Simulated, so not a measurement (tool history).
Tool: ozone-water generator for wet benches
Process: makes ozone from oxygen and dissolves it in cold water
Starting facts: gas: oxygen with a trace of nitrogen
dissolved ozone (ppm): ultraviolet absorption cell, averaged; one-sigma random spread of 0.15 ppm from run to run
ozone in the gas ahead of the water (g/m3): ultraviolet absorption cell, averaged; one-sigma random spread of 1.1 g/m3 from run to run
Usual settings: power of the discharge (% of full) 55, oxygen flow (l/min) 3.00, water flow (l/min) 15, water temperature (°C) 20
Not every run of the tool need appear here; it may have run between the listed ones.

| run | hour | power of the discharge (% of full) | oxygen flow (l/min) | water flow (l/min) | water temperature (°C) | dissolved ozone (ppm) | ozone in the gas ahead of the water (g/m3) |
|---|---|---|---|---|---|---|---|
| 1 | 0.0 | 55 | 3.00 | 15 | 20 | 18.7 | 186.3 |
| 2 | 44.6 | 55 | 3.00 | 15 | 20 | 18.7 | 184.7 |
| 3 | 96.7 | 55 | 3.00 | 15 | 20 | 18.5 | 187.7 |
| 4 | 146.6 | 55 | 3.00 | 15 | 20 | 18.4 | 188.2 |
| 5 | 196.0 | 55 | 1.88 | 15 | 20 | 16.6 | 231.4 |
| 6 | 236.7 | 55 | 1.88 | 15 | 20 | 16.4 | 229.9 |
| 7 | 264.6 | 55 | 1.88 | 15 | 20 | 16.7 | 228.7 |
| 8 | 297.1 | 82 | 3.65 | 20 | 18 | 19.7 | 226.6 |
| 9 | 343.2 | 82 | 3.29 | 20 | 25 | 18.1 | 237.4 |
| 10 | 374.2 | 55 | 3.00 | 22 | 19 | 12.8 | 187.7 |
| 11 | 407.2 | 99 | 2.98 | 9 | 14 | 45.5 | 284.9 |
| 12 | 455.4 | 99 | 2.98 | 9 | 14 | 45.8 | 285.2 |

Each row is a separate what-if for the run after 12, all from the same tool condition, not one after another. Results?
| A | 490.8 | 55 | 3.00 | 11 | 27 | ? | ? |
| B | 490.8 | 66 | 1.94 | 9 | 14 | ? | ? |
| C | 490.8 | 55 | 4.36 | 15 | 18 | ? | ? |

| run | dissolved ozone (ppm) | ozone in the gas ahead of the water (g/m3) |
|---|---|---|
| A | 21.1 | 185.8 |
| B | 32.1 | 257.8 |
| C | 20.1 | 156.5 |
With the hidden condition removed and each run's random variation left untouched, the same runs would have given:
| run | dissolved ozone (ppm) | ozone in the gas ahead of the water (g/m3) |
|---|---|---|
| A | 21.1 | 185.9 |
| B | 32.1 | 257.8 |
| C | 20.1 | 156.5 |

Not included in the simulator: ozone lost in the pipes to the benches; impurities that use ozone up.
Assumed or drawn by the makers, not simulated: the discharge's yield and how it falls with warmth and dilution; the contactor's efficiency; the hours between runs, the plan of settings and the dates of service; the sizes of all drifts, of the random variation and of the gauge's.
